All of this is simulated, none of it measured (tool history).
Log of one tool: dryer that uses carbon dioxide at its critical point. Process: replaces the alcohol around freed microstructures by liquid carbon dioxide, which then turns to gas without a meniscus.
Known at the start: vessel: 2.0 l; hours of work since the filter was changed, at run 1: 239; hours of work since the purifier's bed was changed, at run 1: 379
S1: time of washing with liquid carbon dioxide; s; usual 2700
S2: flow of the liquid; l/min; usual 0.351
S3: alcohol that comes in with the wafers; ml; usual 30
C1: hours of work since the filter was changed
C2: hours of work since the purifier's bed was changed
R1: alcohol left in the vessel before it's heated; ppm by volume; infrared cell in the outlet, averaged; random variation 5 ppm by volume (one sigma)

run	hour	S1	S2	S3	C1	C2	R1
1	0.0	2700	0.351	30	239	379	146
2	9.3	2700	0.351	30	244	384	146
3	22.9	2700	0.351	30	252	391	156
4	33.2	2700	0.351	30	257	397	160
5	44.5	2700	0.351	30	263	403	158
6	57.4	2700	0.488	30	270	410	110
7	68.2	2700	0.402	30	276	416	119
8	77.6	2700	0.351	30	281	421	161
9	96.0	2700	0.351	30	291	431	172
10	111.8	2700	0.351	30	299	439	177
11	121.0	2700	0.351	30	304	444	178
# hour 124.7: inlet filter changed
12	130.6	2700	0.351	30	3	449	128
13	144.4	2700	0.351	30	11	456	131
14	156.9	2700	0.351	30	17	463	123
15	171.7	2700	0.351	30	25	471	142
16	189.0	2700	0.351	30	35	480	144
17	206.1	3360	0.351	30	44	489	130
18	221.2	2700	0.265	30	52	497	263
19	234.6	2700	0.351	30	59	505	150
20	244.2	3720	0.351	30	64	510	123
21	259.9	3720	0.351	30	73	518	131
22	270.2	3720	0.351	30	78	524	138
23	278.1	3720	0.351	30	83	528	126
24	286.4	3720	0.351	30	87	533	131
25	302.9	3720	0.351	30	96	541	136
26	316.7	3360	0.217	30	103	549	279
27	334.4	1740	0.351	86	113	558	947
28	351.9	2100	0.249	30	122	568	686
29	370.2	2100	0.249	30	132	578	700
30	379.4	2100	0.269	30	137	583	577
31	395.5	2700	0.351	104	146	591	269
32	403.7	2400	0.351	66	150	596	313
33	414.3	2400	0.351	66	156	601	305
34	432.4	2400	0.351	66	166	611	328
35	451.2	2400	0.351	66	176	621	328
36	461.8	2400	0.351	66	181	627	342
37	479.5	2700	0.341	30	191	636	203
38	497.8	2880	0.484	64	201	646	156
39	508.0	2700	0.557	47	206	652	161
40	519.7	1800	0.537	47	213	658	209
41	529.3	3480	0.360	47	218	663	173
42	540.4	4140	0.539	30	224	669	161
43	554.0	2340	0.270	55	231	677	829
44	571.0	3300	0.411	23	240	686	161
45	582.4	2700	0.531	30	246	692	166
46	592.5	1800	0.235	30	252	697	1473

Measured less the same run without the tool's hidden state. The same run-to-run variation is in both; the gauge's scatter may not be:
The hidden state here: flow that reaches the vessel past the clogged filter, %; alcohol in the recycled carbon dioxide, ppm; drift of the gauge itself on alcohol_ppm, %.
run	R1
1	+121
2	+121
3	+126
4	+126
5	+132
6	+98
7	+114
8	+136
9	+140
10	+148
11	+151
12	+102
13	+106
14	+108
15	+110
16	+115
17	+113
18	+134
19	+123
20	+114
21	+118
22	+122
23	+124
24	+121
25	+123
26	+167
27	+333
28	+256
29	+270
30	+253
31	+191
32	+205
33	+205
34	+217
35	+220
36	+232
37	+173
38	+149
39	+147
40	+184
41	+163
42	+150
43	+454
44	+156
45	+162
46	+611

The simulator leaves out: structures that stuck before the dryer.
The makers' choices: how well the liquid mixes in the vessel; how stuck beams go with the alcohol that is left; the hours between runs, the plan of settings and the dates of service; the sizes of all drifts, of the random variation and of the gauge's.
